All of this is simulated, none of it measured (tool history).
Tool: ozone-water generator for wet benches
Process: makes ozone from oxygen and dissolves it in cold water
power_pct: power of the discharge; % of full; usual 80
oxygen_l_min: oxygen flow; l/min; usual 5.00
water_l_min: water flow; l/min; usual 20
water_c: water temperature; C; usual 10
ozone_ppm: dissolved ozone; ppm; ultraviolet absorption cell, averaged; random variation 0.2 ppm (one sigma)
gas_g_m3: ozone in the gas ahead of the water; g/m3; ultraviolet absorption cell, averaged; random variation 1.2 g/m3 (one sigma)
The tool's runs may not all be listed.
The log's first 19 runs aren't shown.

| run | hour | power_pct | oxygen_l_min | water_l_min | water_c | ozone_ppm | gas_g_m3 |
|---|---|---|---|---|---|---|---|
| 20 | 980.1 | 54 | 2.86 | 23 | 16 | 14.8 | 209.5 |
| 21 | 1043.9 | 54 | 2.86 | 17 | 16 | 19.4 | 208.3 |
| 22 | 1087.4 | 80 | 4.57 | 14 | 9 | 36.7 | 234.1 |
| 23 | 1150.5 | 71 | 3.46 | 28 | 8 | 16.8 | 237.5 |
| 24 | 1198.1 | 71 | 3.46 | 28 | 8 | 16.9 | 236.0 |
| 25 | 1233.9 | 71 | 3.46 | 28 | 8 | 16.8 | 235.3 |
| 26 | 1267.6 | 84 | 6.44 | 24 | 6 | 28.1 | 213.1 |
| 27 | 1335.9 | 84 | 5.09 | 24 | 13 | 24.2 | 234.0 |
| 28 | 1378.7 | 49 | 2.89 | 20 | 10 | 16.3 | 193.1 |
| 29 | 1413.1 | 54 | 4.34 | 23 | 11 | 17.8 | 179.6 |
| 30 | 1479.0 | 55 | 6.30 | 18 | 16 | 22.6 | 160.9 |
| 31 | 1545.3 | 55 | 6.30 | 13 | 8 | 32.0 | 159.8 |
| 32 | 1590.2 | 80 | 5.00 | 16 | 10 | 32.8 | 225.3 |

3 ways to go on from here, each from the tool as it stands after run 32. What would each give?
| A | 1644.2 | 80 | 5.00 | 21 | 6 | ? | ? |
| B | 1644.2 | 80 | 5.00 | 20 | 10 | ? | ? |
| C | 1644.2 | 80 | 5.00 | 29 | 6 | ? | ? |

| run | ozone_ppm | gas_g_m3 |
|---|---|---|
| A | 28.3 | 226.2 |
| B | 28.1 | 225.8 |
| C | 20.9 | 226.2 |
Without the tool's hidden state the same runs would have given:
| run | ozone_ppm | gas_g_m3 |
|---|---|---|
| A | 28.3 | 226.5 |
| B | 28.2 | 226.2 |
| C | 21.0 | 226.5 |

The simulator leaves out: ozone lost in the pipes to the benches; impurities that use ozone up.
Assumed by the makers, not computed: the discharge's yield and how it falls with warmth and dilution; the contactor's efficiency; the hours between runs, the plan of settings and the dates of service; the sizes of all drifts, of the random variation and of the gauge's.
